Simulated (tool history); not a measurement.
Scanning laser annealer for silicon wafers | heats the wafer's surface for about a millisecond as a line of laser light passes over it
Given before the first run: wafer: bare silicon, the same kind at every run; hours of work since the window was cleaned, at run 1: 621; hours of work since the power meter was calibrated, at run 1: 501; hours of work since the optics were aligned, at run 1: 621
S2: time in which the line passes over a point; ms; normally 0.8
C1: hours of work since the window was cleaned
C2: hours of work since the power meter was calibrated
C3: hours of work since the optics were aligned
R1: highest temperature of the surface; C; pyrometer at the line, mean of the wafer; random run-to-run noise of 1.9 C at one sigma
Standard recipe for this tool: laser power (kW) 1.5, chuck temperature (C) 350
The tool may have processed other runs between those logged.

{"run": 1, "hour": 0.0, "laser power (kW)": 1.5, "S2": 0.8, "chuck temperature (C)": 350, "C1": 621, "C2": 501, "C3": 621, "R1": 1145}
{"run": 2, "hour": 35.8, "laser power (kW)": 1.5, "S2": 0.8, "chuck temperature (C)": 350, "C1": 640, "C2": 520, "C3": 640, "R1": 1146}
{"run": 3, "hour": 77.1, "laser power (kW)": 1.5, "S2": 0.8, "chuck temperature (C)": 350, "C1": 662, "C2": 542, "C3": 662, "R1": 1146}
{"run": 4, "hour": 104.7, "laser power (kW)": 1.5, "S2": 0.8, "chuck temperature (C)": 350, "C1": 677, "C2": 557, "C3": 677, "R1": 1143}
{"run": 5, "hour": 135.7, "laser power (kW)": 1.5, "S2": 0.8, "chuck temperature (C)": 350, "C1": 693, "C2": 573, "C3": 693, "R1": 1144}
{"run": 6, "hour": 170.3, "laser power (kW)": 1.5, "S2": 0.8, "chuck temperature (C)": 350, "C1": 712, "C2": 592, "C3": 712, "R1": 1142}
{"run": 7, "hour": 194.4, "laser power (kW)": 1.5, "S2": 0.8, "chuck temperature (C)": 350, "C1": 724, "C2": 604, "C3": 724, "R1": 1143}
{"run": 8, "hour": 220.9, "laser power (kW)": 1.5, "S2": 0.8, "chuck temperature (C)": 350, "C1": 739, "C2": 619, "C3": 739, "R1": 1142}
{"run": 9, "hour": 246.3, "laser power (kW)": 1.5, "S2": 0.8, "chuck temperature (C)": 350, "C1": 752, "C2": 632, "C3": 752, "R1": 1139}
{"run": 10, "hour": 276.6, "laser power (kW)": 1.5, "S2": 0.8, "chuck temperature (C)": 350, "C1": 768, "C2": 648, "C3": 768, "R1": 1139}
{"run": 11, "hour": 313.1, "laser power (kW)": 1.5, "S2": 0.8, "chuck temperature (C)": 350, "C1": 788, "C2": 668, "C3": 788, "R1": 1139}
{"run": 12, "hour": 342.0, "laser power (kW)": 1.5, "S2": 0.628, "chuck temperature (C)": 350, "C1": 803, "C2": 683, "C3": 803, "R1": 1037}
{"run": 13, "hour": 368.7, "laser power (kW)": 1.5, "S2": 0.628, "chuck temperature (C)": 350, "C1": 817, "C2": 697, "C3": 817, "R1": 1039}
{"run": 14, "hour": 403.9, "laser power (kW)": 1.377, "S2": 0.8, "chuck temperature (C)": 350, "C1": 836, "C2": 716, "C3": 836, "R1": 1078}
{"run": 15, "hour": 448.3, "laser power (kW)": 1.377, "S2": 0.8, "chuck temperature (C)": 350, "C1": 859, "C2": 739, "C3": 859, "R1": 1074}
{"run": 16, "hour": 488.8, "laser power (kW)": 1.5, "S2": 0.8, "chuck temperature (C)": 350, "C1": 881, "C2": 761, "C3": 881, "R1": 1135}
{"hour": 527.5, "done": "window over the wafer cleaned"}
{"run": 17, "hour": 544.6, "laser power (kW)": 1.5, "S2": 0.726, "chuck temperature (C)": 350, "C1": 9, "C2": 789, "C3": 909, "R1": 1127}
{"run": 18, "hour": 579.9, "laser power (kW)": 1.5, "S2": 0.8, "chuck temperature (C)": 350, "C1": 28, "C2": 808, "C3": 928, "R1": 1170}
{"run": 19, "hour": 606.9, "laser power (kW)": 1.5, "S2": 0.8, "chuck temperature (C)": 335, "C1": 42, "C2": 823, "C3": 943, "R1": 1152}
{"run": 20, "hour": 646.1, "laser power (kW)": 1.5, "S2": 0.8, "chuck temperature (C)": 350, "C1": 63, "C2": 843, "C3": 963, "R1": 1166}
{"run": 21, "hour": 700.1, "laser power (kW)": 1.5, "S2": 0.8, "chuck temperature (C)": 350, "C1": 92, "C2": 872, "C3": 992, "R1": 1166}
{"run": 22, "hour": 744.1, "laser power (kW)": 1.5, "S2": 0.8, "chuck temperature (C)": 350, "C1": 115, "C2": 895, "C3": 1015, "R1": 1162}
{"run": 23, "hour": 790.6, "laser power (kW)": 1.5, "S2": 0.8, "chuck temperature (C)": 350, "C1": 140, "C2": 920, "C3": 1040, "R1": 1161}
{"run": 24, "hour": 846.8, "laser power (kW)": 1.5, "S2": 0.8, "chuck temperature (C)": 350, "C1": 170, "C2": 950, "C3": 1070, "R1": 1163}
{"run": 25, "hour": 873.3, "laser power (kW)": 1.498, "S2": 0.8, "chuck temperature (C)": 387, "C1": 184, "C2": 964, "C3": 1084, "R1": 1196}
{"run": 26, "hour": 928.1, "laser power (kW)": 1.498, "S2": 0.8, "chuck temperature (C)": 364, "C1": 213, "C2": 993, "C3": 1113, "R1": 1176}
{"run": 27, "hour": 964.0, "laser power (kW)": 1.472, "S2": 0.888, "chuck temperature (C)": 311, "C1": 232, "C2": 1012, "C3": 1132, "R1": 1152}
{"run": 28, "hour": 990.8, "laser power (kW)": 1.472, "S2": 0.888, "chuck temperature (C)": 311, "C1": 246, "C2": 1027, "C3": 1146, "R1": 1155}
{"run": 29, "hour": 1017.0, "laser power (kW)": 1.472, "S2": 0.888, "chuck temperature (C)": 311, "C1": 260, "C2": 1040, "C3": 1160, "R1": 1151}
{"run": 30, "hour": 1060.8, "laser power (kW)": 1.331, "S2": 0.682, "chuck temperature (C)": 350, "C1": 283, "C2": 1064, "C3": 1184, "R1": 1009}
{"run": 31, "hour": 1084.6, "laser power (kW)": 1.339, "S2": 0.732, "chuck temperature (C)": 353, "C1": 296, "C2": 1076, "C3": 1196, "R1": 1041}
{"run": 32, "hour": 1134.9, "laser power (kW)": 1.57, "S2": 0.854, "chuck temperature (C)": 347, "C1": 323, "C2": 1103, "C3": 1223, "R1": 1215}
{"run": 33, "hour": 1183.5, "laser power (kW)": 1.354, "S2": 0.832, "chuck temperature (C)": 319, "C1": 348, "C2": 1129, "C3": 1249, "R1": 1067}
{"run": 34, "hour": 1217.3, "laser power (kW)": 1.329, "S2": 0.736, "chuck temperature (C)": 346, "C1": 366, "C2": 1147, "C3": 1267, "R1": 1033}
{"run": 35, "hour": 1257.5, "laser power (kW)": 1.367, "S2": 0.8, "chuck temperature (C)": 350, "C1": 388, "C2": 1168, "C3": 1288, "R1": 1086}
{"run": 36, "hour": 1313.6, "laser power (kW)": 1.502, "S2": 0.722, "chuck temperature (C)": 323, "C1": 418, "C2": 1198, "C3": 1318, "R1": 1079}
{"run": 37, "hour": 1366.5, "laser power (kW)": 1.377, "S2": 0.938, "chuck temperature (C)": 315, "C1": 446, "C2": 1226, "C3": 1346, "R1": 1122}
{"hour": 1373.9, "done": "optics aligned, line set to its width"}
{"run": 38, "hour": 1426.2, "laser power (kW)": 1.48, "S2": 0.667, "chuck temperature (C)": 361, "C1": 475, "C2": 1255, "C3": 28, "R1": 1081}
{"run": 39, "hour": 1459.8, "laser power (kW)": 1.48, "S2": 0.667, "chuck temperature (C)": 322, "C1": 493, "C2": 1273, "C3": 46, "R1": 1041}
{"run": 40, "hour": 1516.9, "laser power (kW)": 1.48, "S2": 0.667, "chuck temperature (C)": 357, "C1": 523, "C2": 1303, "C3": 76, "R1": 1076}
{"run": 41, "hour": 1565.7, "laser power (kW)": 1.48, "S2": 0.667, "chuck temperature (C)": 357, "C1": 549, "C2": 1329, "C3": 102, "R1": 1079}

Run by run, hidden condition taken away, random variation retained:
Unlogged tool condition in this case: light that passes the window, % of a clean one's; laser's true power over the reading, %; width of the line over the set one, %; drift of the gauge itself on peak_c, C.
run=1 R1=1175
run=2 R1=1177
run=3 R1=1178
run=4 R1=1176
run=5 R1=1178
run=6 R1=1177
run=7 R1=1178
run=8 R1=1177
run=9 R1=1175
run=10 R1=1176
run=11 R1=1177
run=12 R1=1070
run=13 R1=1073
run=14 R1=1115
run=15 R1=1112
run=16 R1=1177
run=17 R1=1134
run=18 R1=1179
run=19 R1=1161
run=20 R1=1176
run=21 R1=1177
run=22 R1=1175
run=23 R1=1174
run=24 R1=1178
run=25 R1=1212
run=26 R1=1192
run=27 R1=1170
run=28 R1=1174
run=29 R1=1170
run=30 R1=1026
run=31 R1=1059
run=32 R1=1238
run=33 R1=1088
run=34 R1=1053
run=35 R1=1108
run=36 R1=1104
run=37 R1=1149
run=38 R1=1097
run=39 R1=1058
run=40 R1=1094
run=41 R1=1098
